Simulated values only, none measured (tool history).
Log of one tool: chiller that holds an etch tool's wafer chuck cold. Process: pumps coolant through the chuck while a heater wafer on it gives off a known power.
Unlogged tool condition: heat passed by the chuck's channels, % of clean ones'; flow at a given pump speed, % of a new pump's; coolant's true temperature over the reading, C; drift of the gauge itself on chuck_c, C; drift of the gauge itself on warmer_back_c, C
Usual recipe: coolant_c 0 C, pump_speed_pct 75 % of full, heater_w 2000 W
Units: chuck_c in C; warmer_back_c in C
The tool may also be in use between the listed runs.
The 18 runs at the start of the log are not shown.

| run | hour | coolant_c | pump_speed_pct | heater_w | hours since the coolant was changed and the channels were flushed | hours since the pump was overhauled | hours since the chiller's thermometer was calibrated | chuck_c | warmer_back_c |
|---|---|---|---|---|---|---|---|---|---|
| 19 | 2920.4 | 0 | 67 | 2000 | 3426 | 5682 | 760 | 14.5 | 6.09 |
| 20 | 3124.1 | 0 | 67 | 2000 | 3630 | 5886 | 964 | 14.5 | 6.04 |
| 21 | 3272.4 | 0 | 61 | 2000 | 3778 | 6034 | 1112 | 15.2 | 6.68 |
| 22 | 3448.2 | -7 | 66 | 1540 | 3954 | 6210 | 1288 | 4.2 | 4.69 |
| 23 | 3543.5 | -7 | 66 | 1540 | 4049 | 6305 | 1383 | 4.2 | 4.76 |
| 24 | 3758.7 | 0 | 68 | 1342 | 4264 | 6520 | 1599 | 9.7 | 4.03 |
| 25 | 3928.3 | -6 | 68 | 1342 | 4434 | 6690 | 1768 | 3.7 | 3.98 |
| 26 | 4065.6 | -6 | 68 | 1342 | 4571 | 6827 | 1905 | 3.8 | 4.07 |
| 27 | 4189.9 | -4 | 61 | 1350 | 4695 | 6951 | 2030 | 6.5 | 4.54 |
| 28 | 4355.2 | -4 | 61 | 1350 | 4861 | 7117 | 2195 | 6.3 | 4.57 |
| 29 | 4461.5 | -6 | 72 | 1037 | 4967 | 7223 | 2301 | 1.1 | 2.9 |
| 30 | 4582.3 | 0 | 75 | 1068 | 5088 | 7344 | 2422 | 7.2 | 2.88 |
| 31 | 4693.5 | -1 | 75 | 2000 | 5199 | 7455 | 2533 | 12.6 | 5.32 |
| 32 | 4841 | 6 | 75 | 2000 | 5346 | 7602 | 2681 | 19.1 | 5.37 |
| 33 | 4967.7 | 0 | 75 | 1377 | 5473 | 7729 | 2808 | 9.3 | 3.69 |

Predict each of these 3 candidate next runs independently; none follows another, all start after run 33:
| A | 5112.4 | 6 | 86 | 2533 | 5618 | 7874 | 2952 | ? | ? |
| B | 5112.4 | 0 | 68 | 1610 | 5618 | 7874 | 2952 | ? | ? |
| C | 5112.4 | 0 | 62 | 2252 | 5618 | 7874 | 2952 | ? | ? |

| run | chuck_c | warmer_back_c |
|---|---|---|
| A | 21.5 | 5.84 |
| B | 11.3 | 4.81 |
| C | 17.1 | 7.36 |
Without the tool's unlogged condition, the same runs would have read:
| run | chuck_c | warmer_back_c |
|---|---|---|
| A | 21.5 | 5.83 |
| B | 11.3 | 4.8 |
| C | 17.1 | 7.34 |

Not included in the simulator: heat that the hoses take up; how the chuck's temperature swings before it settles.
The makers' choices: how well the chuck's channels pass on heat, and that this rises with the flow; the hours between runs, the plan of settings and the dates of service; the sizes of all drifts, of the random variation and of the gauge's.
